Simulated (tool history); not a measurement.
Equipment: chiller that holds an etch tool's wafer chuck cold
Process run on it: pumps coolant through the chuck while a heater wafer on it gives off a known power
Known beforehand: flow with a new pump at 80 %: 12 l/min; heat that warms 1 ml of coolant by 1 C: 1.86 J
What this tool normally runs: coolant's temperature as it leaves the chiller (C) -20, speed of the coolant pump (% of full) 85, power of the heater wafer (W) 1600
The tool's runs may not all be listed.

run      day  coolant's temperature as it leaves the chiller (C)  speed of the coolant pump (% of full)  power of the heater wafer (W)  chuck's temperature once it has settled (C)  how much warmer the coolant comes back (C)
  1        0                                                 -20                                     85                           1600                                          2.2                                        4.02
       4.758  -- coolant changed, channels flushed
  2    5.567                                                 -20                                     98                           1600                                         -2.7                                        3.49
  3    9.942                                                 -20                                     85                           1600                                         -1.1                                        4.05
  4   14.896                                                 -20                                     85                           1600                                           -1                                        4.05
  5   17.938                                                 -20                                     85                           1600                                         -0.9                                        4.09
  6   20.871                                                 -20                                     85                           1600                                         -0.9                                        4.06
  7       24                                                 -20                                     69                           1600                                          1.7                                        5.06
  8    27.35                                                 -22                                     69                           1600                                         -0.1                                        5.06
  9   31.608                                                 -22                                     69                           1600                                          0.1                                        5.02
 10   33.983                                                 -20                                     85                           1600                                         -0.8                                        4.12
 11   36.175                                                 -20                                     85                           1600                                         -0.9                                        4.09
 12   39.075                                                 -24                                     85                           1600                                         -4.5                                        4.12
 13   41.779                                                 -24                                     85                           1600                                         -4.6                                        4.14
 14   45.821                                                 -24                                     85                           1600                                         -4.7                                        4.09
 15   48.058                                                 -20                                     85                           1600                                         -0.7                                        4.05
 16   50.658                                                 -20                                     85                           1600                                         -0.7                                        4.09
 17   55.421                                                 -20                                     85                           1600                                         -0.7                                        4.14
 18   60.475                                                 -21                                     92                           1068                                         -8.5                                        2.57
 19   63.538                                                 -20                                     85                           2325                                          8.5                                           6
 20   68.721                                                 -16                                     85                           1600                                          3.6                                        4.12
 21   71.488                                                 -17                                     70                           1747                                            7                                        5.47
 22   74.304                                                 -16                                     88                           1600                                          3.3                                        3.97
 23   78.354                                                 -20                                     82                            823                                         -9.9                                        2.23
 24   82.604                                                 -23                                     85                           1699                                         -1.9                                        4.41
 25   87.275                                                 -14                                     86                           1132                                         -0.2                                        2.89
 26   91.088                                                 -14                                     86                           1132                                         -0.2                                        2.92
 27   94.029                                                 -20                                     67                           1522                                          1.9                                        4.96
 28   96.512                                                 -25                                     66                           1721                                            0                                        5.68
 29   99.062                                                 -20                                     70                           1600                                          2.4                                        5.03
 30  103.604                                                 -20                                     66                           2072                                         10.4                                        6.92
 31  108.162                                                 -18                                     94                           2072                                          6.5                                        4.87

Pick out some run-to-run changes in chuck's temperature once it has settled (C). Of each, how much would a tool without hidden state show as well, from the settings, what came in and chance, and how much is left for the hidden state and any gauge scatter not in both results compared?
The tool's hidden condition here consists of: heat passed by the chuck's channels, % of clean ones'; flow at a given pump speed, % of a new pump's; coolant's true temperature over the reading, C; drift of the gauge itself on chuck_c, C; drift of the gauge itself on warmer_back_c, C.
Run 1 -> 2: speed of the coolant pump (% of full) 85 -> 98, coolant changed, channels flushed. chuck's temperature once it has settled (C) -4.9: hidden state -3.1, all else -1.8.
Run 18 -> 19: coolant's temperature as it leaves the chiller (C) -21 -> -20, speed of the coolant pump (% of full) 92 -> 85, power of the heater wafer (W) 1068 -> 2325. chuck's temperature once it has settled (C) +17: hidden state +0.7, all else +16.3.
Run 22 -> 23: coolant's temperature as it leaves the chiller (C) -16 -> -20, speed of the coolant pump (% of full) 88 -> 82, power of the heater wafer (W) 1600 -> 823. chuck's temperature once it has settled (C) -13.2: hidden state -0.4, all else -12.8.
Run 23 -> 24: coolant's temperature as it leaves the chiller (C) -20 -> -23, speed of the coolant pump (% of full) 82 -> 85, power of the heater wafer (W) 823 -> 1699. chuck's temperature once it has settled (C) +8: hidden state +0.7, all else +7.3.
